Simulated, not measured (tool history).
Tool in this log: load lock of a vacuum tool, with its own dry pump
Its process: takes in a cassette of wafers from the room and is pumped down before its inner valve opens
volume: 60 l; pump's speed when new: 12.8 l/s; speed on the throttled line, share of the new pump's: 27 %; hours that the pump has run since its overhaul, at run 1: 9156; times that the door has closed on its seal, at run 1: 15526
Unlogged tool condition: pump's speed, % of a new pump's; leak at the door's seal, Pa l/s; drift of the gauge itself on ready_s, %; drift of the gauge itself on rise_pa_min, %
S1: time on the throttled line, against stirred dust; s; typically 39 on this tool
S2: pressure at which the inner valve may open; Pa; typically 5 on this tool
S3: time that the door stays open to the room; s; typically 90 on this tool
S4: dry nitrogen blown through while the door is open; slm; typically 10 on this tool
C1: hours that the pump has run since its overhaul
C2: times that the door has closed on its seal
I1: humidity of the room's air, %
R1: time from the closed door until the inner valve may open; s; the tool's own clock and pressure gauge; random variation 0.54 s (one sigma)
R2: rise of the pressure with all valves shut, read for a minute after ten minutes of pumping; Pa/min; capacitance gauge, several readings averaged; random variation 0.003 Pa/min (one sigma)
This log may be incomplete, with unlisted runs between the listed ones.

run 1 hour=0.0 | S1=39 S2=5 S3=90 S4=10 | C1=9156 C2=15526 | I1=40.6 | R1=80.4 R2=0.158
run 2 hour=255.5 | S1=39 S2=5 S3=90 S4=10 | C1=9411 C2=16109 | I1=42.4 | R1=79.6 R2=0.167
run 3 hour=409.8 | S1=39 S2=5 S3=140 S4=10 | C1=9566 C2=16461 | I1=46.4 | R1=79.7 R2=0.184
run 4 hour=678.8 | S1=39 S2=5 S3=140 S4=10 | C1=9835 C2=17075 | I1=41.6 | R1=81.3 R2=0.189
run 5 hour=833.6 | S1=39 S2=5 S3=140 S4=10 | C1=9989 C2=17428 | I1=45.3 | R1=80.3 R2=0.203
run 6 hour=1053.6 | S1=39 S2=5 S3=140 S4=10 | C1=10209 C2=17930 | I1=45.0 | R1=80.7 R2=0.205
run 7 hour=1340.9 | S1=39 S2=5 S3=140 S4=10 | C1=10497 C2=18586 | I1=44.3 | R1=82.1 R2=0.216
run 8 hour=1574.7 | S1=39 S2=5 S3=140 S4=10 | C1=10731 C2=19119 | I1=46.3 | R1=80.6 R2=0.228
run 9 hour=1865.8 | S1=37 S2=6 S3=95 S4=24 | C1=11022 C2=19783 | I1=42.9 | R1=78.8 R2=0.214
run 10 hour=2128.0 | S1=39 S2=9 S3=90 S4=8 | C1=11284 C2=20382 | I1=41.5 | R1=77.6 R2=0.232
run 11 hour=2297.2 | S1=21 S2=6 S3=190 S4=22 | C1=11453 C2=20768 | I1=47.0 | R1=67.5 R2=0.254
run 12 hour=2506.4 | S1=37 S2=6 S3=29 S4=6 | C1=11662 C2=21245 | I1=44.3 | R1=79.3 R2=0.231
run 13 hour=2736.5 | S1=37 S2=6 S3=151 S4=14 | C1=11892 C2=21770 | I1=48.3 | R1=79.0 R2=0.267

What if the next run were any one of these 5? Each begins from the tool's condition after run 13:
run A hour=2860.6 | S1=39 S2=6 S3=90 S4=10 | C1=12016 C2=22053 | I1=44.0 | R1=? R2=?
run B hour=2860.6 | S1=39 S2=8 S3=90 S4=10 | C1=12016 C2=22053 | I1=43.8 | R1=? R2=?
run C hour=2860.6 | S1=37 S2=8 S3=57 S4=7 | C1=12016 C2=22053 | I1=45.2 | R1=? R2=?
run D hour=2860.6 | S1=41 S2=5 S3=35 S4=16 | C1=12016 C2=22053 | I1=45.5 | R1=? R2=?
run E hour=2860.6 | S1=39 S2=5 S3=29 S4=10 | C1=12016 C2=22053 | I1=42.8 | R1=? R2=?

run=A R1=80.8 R2=0.253
run=B R1=78.7 R2=0.252
run=C R1=78.0 R2=0.248
run=D R1=83.2 R2=0.235
run=E R1=81.2 R2=0.238
Without the tool's hidden state the same runs would have given:
run=A R1=74.6 R2=0.034
run=B R1=72.8 R2=0.036
run=C R1=72.1 R2=0.028
run=D R1=77.0 R2=0.018
run=E R1=74.9 R2=0.016
